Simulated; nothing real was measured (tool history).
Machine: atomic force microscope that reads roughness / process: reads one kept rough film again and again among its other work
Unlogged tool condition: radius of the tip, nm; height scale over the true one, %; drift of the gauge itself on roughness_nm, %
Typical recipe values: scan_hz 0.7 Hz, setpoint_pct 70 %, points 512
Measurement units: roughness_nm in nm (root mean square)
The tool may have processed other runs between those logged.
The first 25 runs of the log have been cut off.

run,day,scan_hz,setpoint_pct,points,pictures with this tip,hours of work since the height scale was calibrated,roughness_nm
# day 8.221: new tip fitted
26,8.508,1.072,68,292,16,506,2.891
27,8.738,1.823,69,692,29,511,2.803
28,9.079,1.823,69,692,48,517,2.778
29,9.446,0.65,69,280,69,524,2.816
30,9.846,0.7,90,1009,92,531,2.646
31,10.146,0.7,70,793,109,537,2.757
32,10.45,2.28,70,793,126,542,2.539
33,10.679,2.28,70,793,139,547,2.53
34,10.888,1.213,72,512,151,550,2.603
# day 10.975: new tip fitted
35,11.129,1.213,73,512,9,554,2.868

Alternative continuations, all from the tool just after run 35; predict every row:
A,11.538,0.7,74,512,32,562,?
B,11.538,1.213,73,480,32,562,?
C,11.538,0.595,70,341,32,562,?
D,11.538,0.531,73,512,32,562,?
E,11.538,1.21,70,826,32,562,?

run,roughness_nm
A,2.883
B,2.822
C,2.903
D,2.932
E,2.856
Take away the tool's hidden state, keep each run's random variation, and the runs would have read:
run,roughness_nm
A,2.959
B,2.897
C,2.98
D,3.009
E,2.932
